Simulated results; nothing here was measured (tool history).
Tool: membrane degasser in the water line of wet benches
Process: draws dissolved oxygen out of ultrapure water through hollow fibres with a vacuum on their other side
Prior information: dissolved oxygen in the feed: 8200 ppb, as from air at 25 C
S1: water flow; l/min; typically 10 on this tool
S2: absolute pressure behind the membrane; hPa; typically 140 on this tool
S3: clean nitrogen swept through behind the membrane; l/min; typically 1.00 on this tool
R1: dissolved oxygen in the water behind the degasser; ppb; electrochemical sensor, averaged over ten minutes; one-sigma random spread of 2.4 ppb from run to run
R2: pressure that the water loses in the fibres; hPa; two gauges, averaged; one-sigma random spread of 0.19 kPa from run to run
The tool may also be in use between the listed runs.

{"run": 1, "hour": 0.0, "S1": 10, "S2": 140, "S3": 1.0, "R1": 301.2, "R2": 417.2}
{"run": 2, "hour": 45.4, "S1": 10, "S2": 200, "S3": 1.0, "R1": 430.7, "R2": 417.9}
{"run": 3, "hour": 82.1, "S1": 10, "S2": 200, "S3": 1.0, "R1": 428.3, "R2": 413.8}
{"run": 4, "hour": 136.2, "S1": 10, "S2": 200, "S3": 1.0, "R1": 424.5, "R2": 415.2}
{"run": 5, "hour": 170.9, "S1": 10, "S2": 140, "S3": 1.21, "R1": 257.0, "R2": 415.8}
{"run": 6, "hour": 203.5, "S1": 10, "S2": 140, "S3": 1.21, "R1": 261.4, "R2": 415.9}
{"run": 7, "hour": 246.4, "S1": 10, "S2": 151, "S3": 1.21, "R1": 282.3, "R2": 416.6}
{"run": 8, "hour": 297.7, "S1": 10, "S2": 151, "S3": 1.21, "R1": 279.0, "R2": 416.0}
{"run": 9, "hour": 348.4, "S1": 10, "S2": 151, "S3": 1.21, "R1": 280.2, "R2": 419.1}
{"run": 10, "hour": 403.4, "S1": 10, "S2": 151, "S3": 1.21, "R1": 282.1, "R2": 418.2}
{"run": 11, "hour": 450.1, "S1": 10, "S2": 176, "S3": 1.0, "R1": 382.3, "R2": 420.1}
{"run": 12, "hour": 477.6, "S1": 10, "S2": 176, "S3": 1.0, "R1": 382.1, "R2": 417.7}
{"run": 13, "hour": 527.0, "S1": 10, "S2": 140, "S3": 1.0, "R1": 298.0, "R2": 420.4}
{"run": 14, "hour": 559.4, "S1": 10, "S2": 140, "S3": 1.0, "R1": 296.3, "R2": 415.0}
{"run": 15, "hour": 591.2, "S1": 10, "S2": 140, "S3": 1.0, "R1": 302.8, "R2": 417.0}
{"run": 16, "hour": 620.7, "S1": 10, "S2": 282, "S3": 1.0, "R1": 617.8, "R2": 418.8}
{"run": 17, "hour": 672.3, "S1": 10, "S2": 282, "S3": 1.0, "R1": 612.3, "R2": 417.1}
{"run": 18, "hour": 714.6, "S1": 12, "S2": 333, "S3": 1.26, "R1": 715.3, "R2": 502.3}
{"run": 19, "hour": 750.2, "S1": 12, "S2": 333, "S3": 1.26, "R1": 717.8, "R2": 503.6}
{"run": 20, "hour": 805.3, "S1": 6, "S2": 170, "S3": 1.6, "R1": 135.8, "R2": 252.9}
{"run": 21, "hour": 857.3, "S1": 6, "S2": 170, "S3": 1.6, "R1": 135.0, "R2": 254.5}
{"run": 22, "hour": 894.7, "S1": 12, "S2": 223, "S3": 1.6, "R1": 404.5, "R2": 505.8}
{"run": 23, "hour": 923.8, "S1": 7, "S2": 295, "S3": 2.66, "R1": 183.5, "R2": 291.4}
{"run": 24, "hour": 962.4, "S1": 10, "S2": 220, "S3": 0.82, "R1": 549.4, "R2": 421.8}
{"run": 25, "hour": 1007.9, "S1": 10, "S2": 186, "S3": 2.31, "R1": 204.5, "R2": 420.0}
{"run": 26, "hour": 1040.9, "S1": 10, "S2": 301, "S3": 1.41, "R1": 484.5, "R2": 416.9}
{"run": 27, "hour": 1074.3, "S1": 14, "S2": 140, "S3": 2.81, "R1": 261.8, "R2": 591.4}
{"run": 28, "hour": 1128.3, "S1": 14, "S2": 140, "S3": 1.71, "R1": 332.3, "R2": 590.7}
{"run": 29, "hour": 1153.4, "S1": 14, "S2": 140, "S3": 1.73, "R1": 328.7, "R2": 590.7}

Between the runs listed above, the log contained 2 entries, not reproduced here. Where in the sequence does each belong, and how does what the log doesn't record of the tool's condition differ from the listed run before to the listed run after?
From run 15 to run 16: vacuum gauge calibrated (hour 594.5)
  membrane still open, %: 98.4 -> 98.3; true pressure behind the membrane over the reading, kPa: 0.4 -> 0.61; air that leaks in behind the membrane, l/min: 0.0096 -> 0.0097
  difference, measured minus the result without the unlogged condition, R1: +17.0 -> +26.3 ppb; R2: +6.9 -> +7.0 hPa
From run 19 to run 20: vacuum gauge calibrated, once more (hour 799.6)
  true pressure behind the membrane over the reading, kPa: 0.62 -> 0.01; air that leaks in behind the membrane, l/min: 0.01 -> 0.0102
  difference, measured minus the result without the unlogged condition, R1: +27.8 -> +5.6 ppb; R2: +8.9 -> +4.6 hPa

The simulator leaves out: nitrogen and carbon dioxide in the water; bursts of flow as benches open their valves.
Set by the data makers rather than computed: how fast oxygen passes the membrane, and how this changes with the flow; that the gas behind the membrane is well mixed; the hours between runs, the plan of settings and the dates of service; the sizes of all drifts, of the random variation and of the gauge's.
